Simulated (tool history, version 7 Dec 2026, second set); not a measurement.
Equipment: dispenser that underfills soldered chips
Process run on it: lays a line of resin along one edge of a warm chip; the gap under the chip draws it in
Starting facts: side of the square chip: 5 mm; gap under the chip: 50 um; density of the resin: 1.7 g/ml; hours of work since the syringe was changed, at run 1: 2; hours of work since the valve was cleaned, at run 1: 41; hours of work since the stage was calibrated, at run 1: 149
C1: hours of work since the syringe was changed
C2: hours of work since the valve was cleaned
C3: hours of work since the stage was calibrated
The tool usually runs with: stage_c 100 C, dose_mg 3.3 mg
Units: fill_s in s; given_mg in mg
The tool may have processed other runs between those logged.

run 1 hour=0 | stage_c=100 dose_mg=3.3 | C1=2 C2=41 C3=149 | fill_s=9.9 given_mg=3.28
run 2 hour=7 | stage_c=100 dose_mg=3.3 | C1=6 C2=45 C3=154 | fill_s=11.4 given_mg=3.2
-- hour=11 new syringe of resin
run 3 hour=13.7 | stage_c=100 dose_mg=3.3 | C1=2 C2=49 C3=158 | fill_s=8.9 given_mg=3.2
run 4 hour=20.5 | stage_c=114 dose_mg=3.3 | C1=6 C2=53 C3=162 | fill_s=8.3 given_mg=3.17
-- hour=25.2 new syringe of resin
run 5 hour=26.3 | stage_c=114 dose_mg=3.3 | C1=1 C2=57 C3=166 | fill_s=6.2 given_mg=3.1
run 6 hour=36 | stage_c=90 dose_mg=3.3 | C1=7 C2=63 C3=172 | fill_s=17.4 given_mg=3.21
-- hour=39.2 new syringe of resin
run 7 hour=41.1 | stage_c=96 dose_mg=3.3 | C1=1 C2=66 C3=175 | fill_s=11.1 given_mg=3.16
run 8 hour=51.5 | stage_c=96 dose_mg=3.3 | C1=8 C2=73 C3=181 | fill_s=14.9 given_mg=3.12
-- hour=53.3 new syringe of resin
run 9 hour=57.7 | stage_c=96 dose_mg=3.3 | C1=3 C2=77 C3=185 | fill_s=11.3 given_mg=3.12
-- hour=67.5 new syringe of resin
run 10 hour=68.7 | stage_c=96 dose_mg=3.3 | C1=1 C2=83 C3=192 | fill_s=10.3 given_mg=3.14
run 11 hour=76 | stage_c=96 dose_mg=3.3 | C1=5 C2=88 C3=197 | fill_s=13 given_mg=3.18
-- hour=81.4 new syringe of resin
run 12 hour=81.4 | stage_c=96 dose_mg=3.3 | C1=0 C2=91 C3=200 | fill_s=10.6 given_mg=3.12
run 13 hour=90.2 | stage_c=96 dose_mg=4.2 | C1=6 C2=97 C3=206 | fill_s=12.6 given_mg=3.89
-- hour=95.3 new syringe of resin
run 14 hour=99.4 | stage_c=96 dose_mg=4.2 | C1=3 C2=103 C3=211 | fill_s=11.8 given_mg=3.99
run 15 hour=104.1 | stage_c=96 dose_mg=4.2 | C1=6 C2=106 C3=214 | fill_s=13.1 given_mg=3.9
-- hour=110.1 new syringe of resin
run 16 hour=115.1 | stage_c=100 dose_mg=3.3 | C1=3 C2=113 C3=221 | fill_s=10.8 given_mg=3.11
run 17 hour=121.9 | stage_c=100 dose_mg=3.3 | C1=8 C2=117 C3=225 | fill_s=12.9 given_mg=3.04
-- hour=124.5 new syringe of resin
run 18 hour=132.3 | stage_c=100 dose_mg=3.3 | C1=5 C2=123 C3=232 | fill_s=11.4 given_mg=3.08
-- hour=138.5 dispensing valve cleaned and set on the balance
run 19 hour=138.5 | stage_c=100 dose_mg=3.3 | C1=8 C2=0 C3=235 | fill_s=13.2 given_mg=3.33
-- hour=139.9 new syringe of resin
run 20 hour=144.7 | stage_c=91 dose_mg=3.98 | C1=3 C2=4 C3=239 | fill_s=13.8 given_mg=4.04
run 21 hour=150.2 | stage_c=91 dose_mg=3.98 | C1=7 C2=7 C3=242 | fill_s=15.4 given_mg=4.02
-- hour=154.4 new syringe of resin
run 22 hour=161.5 | stage_c=91 dose_mg=3.98 | C1=5 C2=14 C3=250 | fill_s=15.5 given_mg=3.91
-- hour=168.7 new syringe of resin
run 23 hour=171.4 | stage_c=90 dose_mg=3.25 | C1=2 C2=20 C3=256 | fill_s=14 given_mg=3.19
run 24 hour=179.6 | stage_c=90 dose_mg=3.25 | C1=7 C2=26 C3=261 | fill_s=18.2 given_mg=3.25
-- hour=182.6 new syringe of resin
run 25 hour=185.5 | stage_c=90 dose_mg=3.53 | C1=2 C2=29 C3=264 | fill_s=13.7 given_mg=3.52
run 26 hour=194.7 | stage_c=90 dose_mg=3.53 | C1=8 C2=35 C3=270 | fill_s=17.1 given_mg=3.45
-- hour=197 new syringe of resin
run 27 hour=200.2 | stage_c=87 dose_mg=4.03 | C1=2 C2=38 C3=274 | fill_s=15.3 given_mg=3.95
run 28 hour=209.6 | stage_c=87 dose_mg=3.36 | C1=8 C2=44 C3=280 | fill_s=19.3 given_mg=3.26
-- hour=210.9 new syringe of resin
run 29 hour=221.5 | stage_c=87 dose_mg=3.85 | C1=7 C2=52 C3=287 | fill_s=18.7 given_mg=3.74
-- hour=225.2 new syringe of resin
run 30 hour=228.7 | stage_c=86 dose_mg=3.19 | C1=2 C2=56 C3=291 | fill_s=16.3 given_mg=3.1
run 31 hour=234.6 | stage_c=103 dose_mg=3.82 | C1=6 C2=60 C3=295 | fill_s=10.5 given_mg=3.72
-- hour=239.2 new syringe of resin
run 32 hour=246.3 | stage_c=87 dose_mg=3.08 | C1=5 C2=67 C3=302 | fill_s=17.7 given_mg=3.05
-- hour=253.2 new syringe of resin
run 33 hour=253.4 | stage_c=100 dose_mg=3.19 | C1=0 C2=72 C3=307 | fill_s=9.4 given_mg=3.06
run 34 hour=262.1 | stage_c=100 dose_mg=3.19 | C1=6 C2=77 C3=312 | fill_s=11.4 given_mg=2.95
-- hour=267.8 new syringe of resin
run 35 hour=268.3 | stage_c=100 dose_mg=3.19 | C1=0 C2=81 C3=316 | fill_s=9.7 given_mg=3.03
run 36 hour=275.6 | stage_c=100 dose_mg=3.92 | C1=5 C2=86 C3=321 | fill_s=11.5 given_mg=3.72

Hidden condition of the tool, last listed run before each entry between runs versus first listed run after:
Run 2 -> run 3: new syringe of resin (hour 11)
  resin's viscosity, % of fresh resin's: 127.2 -> 107.3; dose that the valve gives, % of what is set: 97.48 -> 97.19; true chip temperature over the reading, C: -1.09 -> -1.12
  the result without the hidden state subtracted from the measured one, fill_s: +2.8 -> +1 s; given_mg: -0.08 -> -0.1 mg
Run 4 -> run 5: new syringe of resin (hour 25.2)
  resin's viscosity, % of fresh resin's: 127.2 -> 102.4; dose that the valve gives, % of what is set: 96.9 -> 96.68; true chip temperature over the reading, C: -1.14 -> -1.16
  the result without the hidden state subtracted from the measured one, fill_s: +1.8 -> +0.4 s; given_mg: -0.1 -> -0.11 mg
Run 6 -> run 7: new syringe of resin (hour 39.2)
  resin's viscosity, % of fresh resin's: 130.6 -> 104.9; dose that the valve gives, % of what is set: 96.26 -> 96.06; true chip temperature over the reading, C: -1.19 -> -1.21
  the result without the hidden state subtracted from the measured one, fill_s: +4.6 -> +1 s; given_mg: -0.12 -> -0.13 mg
Run 8 -> run 9: new syringe of resin (hour 53.3)
  resin's viscosity, % of fresh resin's: 136.1 -> 112.1; dose that the valve gives, % of what is set: 95.67 -> 95.41; true chip temperature over the reading, C: -1.24 -> -1.26
  the result without the hidden state subtracted from the measured one, fill_s: +4.3 -> +1.8 s; given_mg: -0.14 -> -0.16 mg
Run 9 -> run 10: new syringe of resin (hour 67.5)
  resin's viscosity, % of fresh resin's: 112.1 -> 101.9; dose that the valve gives, % of what is set: 95.41 -> 94.98; true chip temperature over the reading, C: -1.26 -> -1.3
  the result without the hidden state subtracted from the measured one, fill_s: +1.8 -> +0.7 s; given_mg: -0.16 -> -0.16 mg
Run 11 -> run 12: new syringe of resin (hour 81.4)
  resin's viscosity, % of fresh resin's: 122.2 -> 99.4; dose that the valve gives, % of what is set: 94.68 -> 94.47; true chip temperature over the reading, C: -1.32 -> -1.34
  the result without the hidden state subtracted from the measured one, fill_s: +2.8 -> +0.5 s; given_mg: -0.18 -> -0.18 mg
Run 13 -> run 14: new syringe of resin (hour 95.3)
  resin's viscosity, % of fresh resin's: 124 -> 111.6; dose that the valve gives, % of what is set: 94.12 -> 93.73; true chip temperature over the reading, C: -1.37 -> -1.4
  the result without the hidden state subtracted from the measured one, fill_s: +3 -> +1.7 s; given_mg: -0.24 -> -0.26 mg
Run 15 -> run 16: new syringe of resin (hour 110.1)
  resin's viscosity, % of fresh resin's: 125.4 -> 113.7; dose that the valve gives, % of what is set: 93.54 -> 93.09; true chip temperature over the reading, C: -1.41 -> -1.45
  the result without the hidden state subtracted from the measured one, fill_s: +3.2 -> +1.8 s; given_mg: -0.27 -> -0.23 mg
Run 17 -> run 18: new syringe of resin (hour 124.5)
  resin's viscosity, % of fresh resin's: 134.7 -> 121.9; dose that the valve gives, % of what is set: 92.84 -> 92.43; true chip temperature over the reading, C: -1.47 -> -1.5
  the result without the hidden state subtracted from the measured one, fill_s: +3.8 -> +2.6 s; given_mg: -0.24 -> -0.25 mg
Run 18 -> run 19: dispensing valve cleaned and set on the balance (hour 138.5)
  resin's viscosity, % of fresh resin's: 121.9 -> 139; dose that the valve gives, % of what is set: 92.43 -> 100.17; true chip temperature over the reading, C: -1.5 -> -1.52
  the result without the hidden state subtracted from the measured one, fill_s: +2.6 -> +4.1 s; given_mg: -0.25 -> +0.01 mg
Run 19 -> run 20: new syringe of resin (hour 139.9)
  resin's viscosity, % of fresh resin's: 139 -> 111.1; dose that the valve gives, % of what is set: 100.17 -> 99.92; true chip temperature over the reading, C: -1.52 -> -1.54
  the result without the hidden state subtracted from the measured one, fill_s: +4.1 -> +2 s; given_mg: +0.01 -> -0.01 mg
Run 21 -> run 22: new syringe of resin (hour 154.4)
  resin's viscosity, % of fresh resin's: 127.6 -> 118.2; dose that the valve gives, % of what is set: 99.7 -> 99.24; true chip temperature over the reading, C: -1.56 -> -1.59
  the result without the hidden state subtracted from the measured one, fill_s: +4.1 -> +2.9 s; given_mg: -0.01 -> -0.03 mg
Run 22 -> run 23: new syringe of resin (hour 168.7)
  resin's viscosity, % of fresh resin's: 118.2 -> 108.5; dose that the valve gives, % of what is set: 99.24 -> 98.85; true chip temperature over the reading, C: -1.59 -> -1.63
  the result without the hidden state subtracted from the measured one, fill_s: +2.9 -> +1.8 s; given_mg: -0.03 -> -0.04 mg
Run 24 -> run 25: new syringe of resin (hour 182.6)
  resin's viscosity, % of fresh resin's: 133.3 -> 105.8; dose that the valve gives, % of what is set: 98.49 -> 98.27; true chip temperature over the reading, C: -1.66 -> -1.67
  the result without the hidden state subtracted from the measured one, fill_s: +5.1 -> +1.5 s; given_mg: -0.05 -> -0.06 mg
Run 26 -> run 27: new syringe of resin (hour 197)
  resin's viscosity, % of fresh resin's: 133.3 -> 106.9; dose that the valve gives, % of what is set: 97.86 -> 97.68; true chip temperature over the reading, C: -1.71 -> -1.72
  the result without the hidden state subtracted from the measured one, fill_s: +5.1 -> +1.9 s; given_mg: -0.07 -> -0.09 mg
Run 28 -> run 29: new syringe of resin (hour 210.9)
  resin's viscosity, % of fresh resin's: 135 -> 130.9; dose that the valve gives, % of what is set: 97.32 -> 96.82; true chip temperature over the reading, C: -1.75 -> -1.79
  the result without the hidden state subtracted from the measured one, fill_s: +5.9 -> +5.3 s; given_mg: -0.09 -> -0.12 mg
Run 29 -> run 30: new syringe of resin (hour 225.2)
  resin's viscosity, % of fresh resin's: 130.9 -> 109.7; dose that the valve gives, % of what is set: 96.82 -> 96.52; true chip temperature over the reading, C: -1.79 -> -1.82
  the result without the hidden state subtracted from the measured one, fill_s: +5.3 -> +2.5 s; given_mg: -0.12 -> -0.11 mg
Run 31 -> run 32: new syringe of resin (hour 239.2)
  resin's viscosity, % of fresh resin's: 127.1 -> 119; dose that the valve gives, % of what is set: 96.29 -> 95.84; true chip temperature over the reading, C: -1.84 -> -1.88
  the result without the hidden state subtracted from the measured one, fill_s: +2.7 -> +3.9 s; given_mg: -0.14 -> -0.13 mg
Run 32 -> run 33: new syringe of resin (hour 253.2)
  resin's viscosity, % of fresh resin's: 119 -> 99.9; dose that the valve gives, % of what is set: 95.84 -> 95.57; true chip temperature over the reading, C: -1.88 -> -1.9
  the result without the hidden state subtracted from the measured one, fill_s: +3.9 -> +0.6 s; given_mg: -0.13 -> -0.14 mg
Run 34 -> run 35: new syringe of resin (hour 267.8)
  resin's viscosity, % of fresh resin's: 123.9 -> 101.5; dose that the valve gives, % of what is set: 95.21 -> 94.96; true chip temperature over the reading, C: -1.93 -> -1.95
  the result without the hidden state subtracted from the measured one, fill_s: +3 -> +0.8 s; given_mg: -0.16 -> -0.16 mg

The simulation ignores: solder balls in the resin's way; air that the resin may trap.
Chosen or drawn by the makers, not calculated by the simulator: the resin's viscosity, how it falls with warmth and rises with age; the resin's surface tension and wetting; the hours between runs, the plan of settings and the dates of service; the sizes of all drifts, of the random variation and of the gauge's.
